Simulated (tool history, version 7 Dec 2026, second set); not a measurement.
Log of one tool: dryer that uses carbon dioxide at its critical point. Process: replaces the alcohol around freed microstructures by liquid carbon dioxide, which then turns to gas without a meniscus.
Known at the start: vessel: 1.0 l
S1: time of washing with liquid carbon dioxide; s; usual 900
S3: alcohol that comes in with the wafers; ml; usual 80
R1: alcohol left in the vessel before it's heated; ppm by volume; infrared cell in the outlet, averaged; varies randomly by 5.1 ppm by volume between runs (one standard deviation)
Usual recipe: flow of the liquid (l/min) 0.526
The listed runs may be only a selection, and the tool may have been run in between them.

run 1 day=0.000 | S1=900 flow_of_the_liquid_(l/min)=0.526 S3=80 | R1=198
run 2 day=2.021 | S1=900 flow_of_the_liquid_(l/min)=0.526 S3=80 | R1=198
run 3 day=4.304 | S1=1380 flow_of_the_liquid_(l/min)=0.526 S3=80 | R1=143
run 4 day=6.792 | S1=1380 flow_of_the_liquid_(l/min)=0.526 S3=80 | R1=152
run 5 day=8.721 | S1=1380 flow_of_the_liquid_(l/min)=0.526 S3=80 | R1=155
run 6 day=10.988 | S1=1380 flow_of_the_liquid_(l/min)=0.526 S3=80 | R1=171
run 7 day=13.708 | S1=1380 flow_of_the_liquid_(l/min)=0.526 S3=80 | R1=175
run 8 day=15.992 | S1=900 flow_of_the_liquid_(l/min)=0.526 S3=80 | R1=311
run 9 day=17.300 | S1=900 flow_of_the_liquid_(l/min)=0.526 S3=80 | R1=324
run 10 day=18.996 | S1=900 flow_of_the_liquid_(l/min)=0.526 S3=80 | R1=339
run 11 day=20.300 | S1=900 flow_of_the_liquid_(l/min)=0.526 S3=80 | R1=338
-- day=22.471 purifier's bed changed
run 12 day=23.271 | S1=900 flow_of_the_liquid_(l/min)=0.526 S3=80 | R1=165
run 13 day=25.379 | S1=900 flow_of_the_liquid_(l/min)=0.526 S3=80 | R1=192
-- day=27.638 inlet filter changed
run 14 day=28.283 | S1=900 flow_of_the_liquid_(l/min)=0.526 S3=80 | R1=96
run 15 day=30.238 | S1=900 flow_of_the_liquid_(l/min)=0.526 S3=115 | R1=145
run 16 day=31.725 | S1=900 flow_of_the_liquid_(l/min)=0.526 S3=115 | R1=148
run 17 day=34.188 | S1=900 flow_of_the_liquid_(l/min)=0.526 S3=115 | R1=169
run 18 day=36.350 | S1=900 flow_of_the_liquid_(l/min)=0.526 S3=80 | R1=152
run 19 day=38.938 | S1=900 flow_of_the_liquid_(l/min)=0.526 S3=80 | R1=164
run 20 day=41.825 | S1=900 flow_of_the_liquid_(l/min)=0.526 S3=29 | R1=97
run 21 day=43.771 | S1=840 flow_of_the_liquid_(l/min)=0.561 S3=30 | R1=119
run 22 day=45.942 | S1=900 flow_of_the_liquid_(l/min)=0.526 S3=93 | R1=236
run 23 day=47.462 | S1=600 flow_of_the_liquid_(l/min)=0.526 S3=100 | R1=1549
run 24 day=49.138 | S1=600 flow_of_the_liquid_(l/min)=0.526 S3=100 | R1=1619
run 25 day=50.983 | S1=720 flow_of_the_liquid_(l/min)=0.884 S3=108 | R1=124
run 26 day=53.588 | S1=1320 flow_of_the_liquid_(l/min)=0.494 S3=22 | R1=125
-- day=55.775 inlet filter changed
run 27 day=56.396 | S1=1320 flow_of_the_liquid_(l/min)=0.494 S3=22 | R1=117
run 28 day=57.638 | S1=1200 flow_of_the_liquid_(l/min)=0.526 S3=29 | R1=127
run 29 day=58.979 | S1=1200 flow_of_the_liquid_(l/min)=0.526 S3=29 | R1=115
run 30 day=60.588 | S1=1080 flow_of_the_liquid_(l/min)=0.837 S3=27 | R1=150
run 31 day=63.192 | S1=1080 flow_of_the_liquid_(l/min)=0.837 S3=27 | R1=143
run 32 day=64.529 | S1=1380 flow_of_the_liquid_(l/min)=0.396 S3=27 | R1=165
run 33 day=67.125 | S1=1380 flow_of_the_liquid_(l/min)=0.396 S3=27 | R1=172
run 34 day=69.858 | S1=660 flow_of_the_liquid_(l/min)=0.881 S3=24 | R1=170
run 35 day=72.629 | S1=660 flow_of_the_liquid_(l/min)=0.881 S3=24 | R1=175
run 36 day=73.904 | S1=840 flow_of_the_liquid_(l/min)=0.881 S3=23 | R1=186
run 37 day=76.071 | S1=840 flow_of_the_liquid_(l/min)=0.881 S3=23 | R1=192

Some steps in R1, run to run, broken into two amounts with sign: the step expected even without the hidden condition (settings, incoming material, random variation), and the rest, left for the hidden condition together with whatever gauge scatter is not in both the measured and the hidden-condition-free result:
What the log doesn't record here: flow that reaches the vessel past the clogged filter, %; alcohol in the recycled carbon dioxide, ppm; drift of the gauge itself on alcohol_ppm, %.
Run 11 -> 12: purifier's bed changed. R1 -173 ppm by volume: hidden state -170, all else -3.
Run 22 -> 23: S1 900 -> 600, S3 93 -> 100. R1 +1313 ppm by volume: hidden state +497, all else +816.
Run 24 -> 25: S1 600 -> 720, flow of the liquid (l/min) 0.526 -> 0.884, S3 100 -> 108. R1 -1495 ppm by volume: hidden state -611, all else -884.

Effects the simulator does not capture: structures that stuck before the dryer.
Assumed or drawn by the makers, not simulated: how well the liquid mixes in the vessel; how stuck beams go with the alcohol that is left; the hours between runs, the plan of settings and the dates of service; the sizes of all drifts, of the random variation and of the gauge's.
